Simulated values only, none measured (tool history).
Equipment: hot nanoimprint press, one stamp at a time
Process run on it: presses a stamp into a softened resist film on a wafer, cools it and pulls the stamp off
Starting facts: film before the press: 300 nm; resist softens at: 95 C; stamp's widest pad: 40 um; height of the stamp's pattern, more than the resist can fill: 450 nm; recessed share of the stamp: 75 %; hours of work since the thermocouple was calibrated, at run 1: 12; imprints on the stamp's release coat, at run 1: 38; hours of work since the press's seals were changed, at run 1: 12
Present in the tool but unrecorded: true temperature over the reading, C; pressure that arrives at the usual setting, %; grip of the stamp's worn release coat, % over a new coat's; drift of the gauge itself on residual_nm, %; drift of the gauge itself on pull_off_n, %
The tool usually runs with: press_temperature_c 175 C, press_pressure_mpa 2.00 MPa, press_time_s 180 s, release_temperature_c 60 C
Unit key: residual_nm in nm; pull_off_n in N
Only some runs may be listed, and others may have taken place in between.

run,hour,press_temperature_c,press_pressure_mpa,press_time_s,release_temperature_c,hours of work since the thermocouple was calibrated,imprints on the stamp's release coat,hours of work since the press's seals were changed,residual_nm,pull_off_n
1,0.0,175,2.00,180,60,12,38,12,132.1,173
2,26.7,175,2.00,180,60,28,86,28,132.3,173
3,65.6,175,2.00,190,60,50,156,50,129.8,177
4,98.8,175,2.00,190,60,69,216,69,130.1,172
5,117.7,175,2.00,190,60,79,249,79,130.4,176
6,146.4,175,2.00,190,60,96,301,96,129.5,178
7,190.9,175,2.00,190,60,121,381,121,130.9,172
8,214.2,175,1.62,180,60,134,423,134,147.6,178
9,239.8,175,2.00,180,60,149,469,149,132.4,174
10,284.7,175,2.00,180,60,174,549,174,133.0,172
11,323.7,175,2.00,180,60,197,619,197,133.2,176
12,348.1,175,2.00,180,51,211,663,211,133.8,193
13,392.4,175,2.00,180,59,236,742,236,133.6,177
14,436.8,175,2.00,180,57,261,822,261,134.1,185
15,476.4,175,2.00,180,57,284,893,284,134.0,184
16,497.3,164,2.00,180,49,296,930,296,187.0,200
17,516.4,175,2.00,180,52,306,965,306,133.8,197
18,562.8,175,2.00,180,52,333,1048,333,134.0,197
19,583.9,172,2.00,180,63,345,1086,345,147.0,163
20,605.1,171,2.00,180,59,357,1124,357,152.4,173
21,643.9,171,2.00,180,45,379,1193,379,151.8,213
22,672.9,180,2.00,97,52,396,1245,396,143.2,197
23,702.1,184,2.46,97,56,412,1298,412,113.6,185
24,740.5,185,3.09,162,49,434,1367,434,80.5,201
# hour 749.1: stamp cleaned and given a new release coat
# hour 752.5: gauge calibrated
# hour 768.2: plate thermocouple calibrated
25,781.0,167,2.00,244,65,7,52,452,154.1,157
26,824.0,167,2.00,244,65,32,129,477,153.7,162
27,870.6,179,2.00,244,49,58,213,503,105.4,202
28,904.6,179,2.00,244,49,78,274,522,104.6,203
29,939.2,175,2.14,180,60,97,336,542,127.4,171
30,961.9,171,2.14,180,60,110,377,555,145.9,174

Alternative continuations, all from the tool just after run 30; predict every row:
A,1000.5,184,1.37,180,66,132,446,577,?,?
B,1000.5,171,2.13,180,60,132,446,577,?,?
C,1000.5,174,2.14,175,49,132,446,577,?,?

run,residual_nm,pull_off_n
A,122.9,157
B,145.8,173
C,133.8,204
Stripped of hidden state, with their random variation kept, the same runs would have yielded:
run,residual_nm,pull_off_n
A,122.1,157
B,144.9,173
C,133.0,204
